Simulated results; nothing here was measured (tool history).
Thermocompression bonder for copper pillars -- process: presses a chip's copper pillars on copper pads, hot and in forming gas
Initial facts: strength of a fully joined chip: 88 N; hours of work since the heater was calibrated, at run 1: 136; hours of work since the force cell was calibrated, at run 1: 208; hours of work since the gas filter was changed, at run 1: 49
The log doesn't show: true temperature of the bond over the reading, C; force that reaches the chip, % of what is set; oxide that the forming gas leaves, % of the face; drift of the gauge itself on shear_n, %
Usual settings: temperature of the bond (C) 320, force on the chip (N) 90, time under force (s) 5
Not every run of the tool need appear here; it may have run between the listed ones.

run	hour	temperature of the bond (C)	force on the chip (N)	time under force (s)	hours of work since the heater was calibrated	hours of work since the force cell was calibrated	hours of work since the gas filter was changed	force that shears a chip off (N)
1	0	320	90	5	136	208	49	61.5
2	8.2	320	90	8	139	212	53	67.3
3	16.5	320	90	5	143	215	56	59.4
4	24.7	320	90	10	146	219	60	69.9
5	29.8	320	90	10	149	221	62	70.9
6	37.5	320	90	10	152	225	65	69.2
7	43.6	320	90	10	155	227	68	69.1
8	48.2	320	90	10	157	229	70	70.7
9	58.4	320	90	10	161	234	75	69.8
10	64.5	320	90	5	164	236	77	59
11	69.7	320	90	5	166	239	80	59
12	75.6	320	56	5	169	241	82	49.9
13	82.9	320	132	5	172	245	85	66.9
14	91.3	320	132	5	175	248	89	66.2
15	98.4	320	132	5	179	251	92	65.8
16	104.3	320	132	5	181	254	95	65.1
17	114.3	320	90	4	186	258	99	55.3
18	118.9	333	90	5	188	260	101	64.6
19	126.3	332	108	3	191	264	104	59.5
20	133.7	293	108	3	194	267	108	41.2
21	139.8	300	79	10	197	269	110	55
# hour 145.4: forming gas filter changed
22	146.8	320	90	10	200	272	1	72.9
23	154.1	321	90	5	203	275	4	61.2
24	159.6	327	90	12	205	278	6	77.6
25	166.7	337	54	4	208	281	9	55.8
26	172.4	325	54	9	211	283	12	63.2
27	182.7	338	90	5	215	288	16	70.4
28	189.2	302	84	3	218	291	19	42.4
29	195.1	320	100	14	221	293	22	78.8
30	203.3	320	100	14	224	297	25	76.3
31	212.1	341	124	15	228	301	29	83.5
32	219	319	130	5	231	304	32	67.9
33	225.7	319	130	13	234	307	35	78.9
34	234.2	320	90	13	238	311	39	72.4
35	241.5	320	66	6	241	314	42	57.8
36	249.7	320	117	5	245	317	46	66.2

Predict each of these 5 candidate next runs independently; none follows another, all start after run 36:
A	257.7	308	116	5	248	321	49	?
B	257.7	296	90	5	248	321	49	?
C	257.7	320	128	4	248	321	49	?
D	257.7	333	61	6	248	321	49	?
E	257.7	294	115	3	248	321	49	?

run	force that shears a chip off (N)
A	59.8
B	46.7
C	64.3
D	61.9
E	43.1
The same runs, with their run-to-run variation unchanged, on a tool lacking any hidden condition would have given:
run	force that shears a chip off (N)
A	62.2
B	48.8
C	66.8
D	64.3
E	45

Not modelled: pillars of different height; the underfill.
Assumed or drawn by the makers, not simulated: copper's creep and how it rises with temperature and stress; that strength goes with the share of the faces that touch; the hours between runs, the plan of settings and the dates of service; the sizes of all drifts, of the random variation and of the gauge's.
